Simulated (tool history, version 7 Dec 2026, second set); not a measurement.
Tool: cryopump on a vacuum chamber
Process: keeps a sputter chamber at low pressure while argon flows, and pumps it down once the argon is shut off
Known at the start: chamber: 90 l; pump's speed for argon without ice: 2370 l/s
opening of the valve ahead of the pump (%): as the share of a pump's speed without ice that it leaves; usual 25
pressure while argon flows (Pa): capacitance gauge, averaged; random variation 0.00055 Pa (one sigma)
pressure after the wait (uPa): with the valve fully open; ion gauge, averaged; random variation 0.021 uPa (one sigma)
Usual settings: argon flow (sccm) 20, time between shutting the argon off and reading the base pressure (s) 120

run,hour,argon flow (sccm),time between shutting the argon off and reading the base pressure (s),opening of the valve ahead of the pump (%),pressure while argon flows (Pa),pressure after the wait (uPa)
1,0.0,20,120,25,0.0564,0.66
2,32.4,20,120,25,0.0574,0.65
3,64.2,20,40,25,0.0583,1.05
4,94.3,20,120,23,0.0628,0.66
5,115.7,20,120,37,0.0386,0.66
6,130.5,20,120,25,0.0572,0.64
7,162.7,20,120,25,0.0575,0.73
8,190.9,20,120,25,0.0581,0.71
9,214.3,20,120,25,0.0590,0.68
10,249.2,20,120,25,0.0588,0.73
11,267.8,20,120,25,0.0574,0.69
12,286.4,20,120,25,0.0583,0.71
13,322.1,20,120,34,0.0437,0.76
14,349.0,20,120,34,0.0429,0.73
15,377.5,20,120,34,0.0437,0.76
16,413.4,36,120,34,0.0804,0.77
17,441.2,20,120,22,0.0679,0.76
18,476.7,20,120,22,0.0675,0.78
19,493.7,14,82,22,0.0474,0.91
20,518.4,18,82,54,0.0261,0.88
21,534.6,18,82,54,0.0268,0.87
22,570.2,18,82,54,0.0268,0.93
23,589.4,30,82,54,0.0448,0.92
24,616.6,11,120,16,0.0513,0.82
25,635.9,21,89,21,0.0749,0.90
26,657.7,33,76,24,0.1038,0.99
27,677.5,20,120,53,0.0317,0.84
28,694.0,15,254,39,0.0308,0.78
29,711.4,11,254,20,0.0416,0.77
30,734.6,12,60,35,0.0270,1.15
31,765.1,18,127,16,0.0838,0.86
32,791.5,18,127,16,0.0840,0.88

Hidden state or all else? Some run-to-run changes of pressure while argon flows (Pa), split into what the settings, what came in and random variation would give without the hidden state, and what is left for the hidden state (with any gauge scatter that isn't in both results):
The hidden state here: pump's speed, % of a pump's without ice; cold plate's temperature, K; leak into the chamber, uPa l/s; drift of the gauge itself on working_pa, %; drift of the gauge itself on base_upa, %.
Run 15 -> 16: argon flow (sccm) 20 -> 36. pressure while argon flows (Pa) +0.0367: hidden state +0.0020, all else +0.0347.
Run 23 -> 24: argon flow (sccm) 30 -> 11, time between shutting the argon off and reading the base pressure (s) 82 -> 120, opening of the valve ahead of the pump (%) 54 -> 16. pressure while argon flows (Pa) +0.0065: hidden state -0.0031, all else +0.0096.
Run 25 -> 26: argon flow (sccm) 21 -> 33, time between shutting the argon off and reading the base pressure (s) 89 -> 76, opening of the valve ahead of the pump (%) 21 -> 24. pressure while argon flows (Pa) +0.0289: hidden state +0.0025, all else +0.0264.
Run 26 -> 27: argon flow (sccm) 33 -> 20, time between shutting the argon off and reading the base pressure (s) 76 -> 120, opening of the valve ahead of the pump (%) 24 -> 53. pressure while argon flows (Pa) -0.0721: hidden state -0.0023, all else -0.0698.
Run 30 -> 31: argon flow (sccm) 12 -> 18, time between shutting the argon off and reading the base pressure (s) 60 -> 127, opening of the valve ahead of the pump (%) 35 -> 16. pressure while argon flows (Pa) +0.0568: hidden state +0.0016, all else +0.0552.
